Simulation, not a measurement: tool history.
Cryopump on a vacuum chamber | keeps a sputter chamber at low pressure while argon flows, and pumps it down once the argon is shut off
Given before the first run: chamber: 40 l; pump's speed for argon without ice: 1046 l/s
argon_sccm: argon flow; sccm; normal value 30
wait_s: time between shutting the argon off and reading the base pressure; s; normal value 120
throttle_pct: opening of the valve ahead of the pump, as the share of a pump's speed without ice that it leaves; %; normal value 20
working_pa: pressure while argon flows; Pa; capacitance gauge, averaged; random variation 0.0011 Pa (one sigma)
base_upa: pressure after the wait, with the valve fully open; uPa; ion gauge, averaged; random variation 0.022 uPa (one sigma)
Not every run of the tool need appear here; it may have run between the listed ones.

| run | hour | argon_sccm | wait_s | throttle_pct | working_pa | base_upa |
|---|---|---|---|---|---|---|
| 1 | 0 | 30 | 120 | 20 | 0.2451 | 1.2 |
| 2 | 11.3 | 30 | 120 | 20 | 0.2486 | 1.21 |
| 3 | 27.9 | 30 | 120 | 20 | 0.2492 | 1.25 |
| 4 | 43.7 | 30 | 120 | 20 | 0.2495 | 1.3 |
| 5 | 59.7 | 30 | 120 | 20 | 0.2517 | 1.3 |
| 6 | 76.5 | 30 | 120 | 20 | 0.2507 | 1.3 |
| 7 | 87 | 30 | 120 | 20 | 0.2503 | 1.33 |
| 8 | 98.3 | 30 | 120 | 20 | 0.2528 | 1.29 |
| 9 | 113.4 | 30 | 120 | 20 | 0.2509 | 1.36 |
| 10 | 130.1 | 30 | 120 | 51 | 0.105 | 1.3 |
| 11 | 141 | 30 | 120 | 51 | 0.1052 | 1.36 |
| 12 | 154.6 | 30 | 120 | 51 | 0.1066 | 1.38 |
| 13 | 168.5 | 30 | 120 | 51 | 0.1072 | 1.42 |
| 14 | 180.7 | 30 | 120 | 51 | 0.1063 | 1.43 |
| 15 | 193.3 | 33 | 102 | 16 | 0.3467 | 1.44 |
| 16 | 209.4 | 33 | 102 | 16 | 0.3483 | 1.45 |
| 17 | 221.4 | 17 | 30 | 20 | 0.1465 | 2.27 |
| 18 | 229.8 | 56 | 22 | 58 | 0.1835 | 2.73 |
| 19 | 244.5 | 56 | 229 | 24 | 0.4064 | 1.4 |
| 20 | 253.4 | 56 | 200 | 47 | 0.2215 | 1.36 |
| 21 | 267.1 | 19 | 200 | 16 | 0.2017 | 1.4 |
| 22 | 280 | 21 | 37 | 38 | 0.1017 | 2.19 |
| 23 | 298.4 | 15 | 120 | 15 | 0.1699 | 1.57 |

Predict the results of run 24:
| 24 | 307.3 | 15 | 120 | 15 | ? | ? |

{"run 24": {"working_pa": 0.1705, "base_upa": 1.57}}
If the tool had no hidden condition, the same run with the same run-to-run variation would have returned working_pa 0.1612 Pa, base_upa 0.54 uPa.

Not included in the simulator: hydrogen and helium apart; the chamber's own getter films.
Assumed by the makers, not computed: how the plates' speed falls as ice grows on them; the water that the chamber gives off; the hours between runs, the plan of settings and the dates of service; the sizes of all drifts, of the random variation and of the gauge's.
